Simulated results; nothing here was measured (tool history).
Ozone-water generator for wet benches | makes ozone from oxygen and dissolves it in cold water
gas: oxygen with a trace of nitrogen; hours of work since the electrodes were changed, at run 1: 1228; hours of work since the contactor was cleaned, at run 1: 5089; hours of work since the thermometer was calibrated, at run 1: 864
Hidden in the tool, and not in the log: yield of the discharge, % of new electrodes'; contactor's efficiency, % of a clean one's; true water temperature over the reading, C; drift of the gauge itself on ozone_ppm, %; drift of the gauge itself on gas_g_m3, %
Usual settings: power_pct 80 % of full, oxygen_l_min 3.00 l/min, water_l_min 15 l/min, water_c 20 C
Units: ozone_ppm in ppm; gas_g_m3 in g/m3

run   hour  power_pct  oxygen_l_min  water_l_min  water_c  hours of work since the electrodes were changed  hours of work since the contactor was cleaned  hours of work since the thermometer was calibrated  ozone_ppm  gas_g_m3
  1    0.0         80          3.00           15       20                                             1228                                           5089                                                 864       14.1     179.8
  2   40.1         80          3.00           15       20                                             1260                                           5121                                                 896       14.0     177.7
  3   75.5         80          3.00           15       20                                             1288                                           5150                                                 924       13.9     178.0
  4  101.7         80          3.00           15       20                                             1309                                           5171                                                 945       14.2     178.7
  5  136.7         80          3.00           15       20                                             1337                                           5199                                                 973       13.8     178.4
  6  195.8         53          3.00           15       20                                             1384                                           5246                                                1021       10.4     128.7
  7  249.6         53          3.00           10       20                                             1427                                           5289                                                1064       14.7     129.6

Run 8 comes next. What will it give?
  8  292.6         80          5.05           15       20                                             1462                                           5323                                                1098          ?         ?

ozone_ppm: 15.5 ppm
gas_g_m3: 149.2 g/m3
Without the tool's hidden state the same run would have given ozone_ppm 15.6 ppm, gas_g_m3 148.3 g/m3.
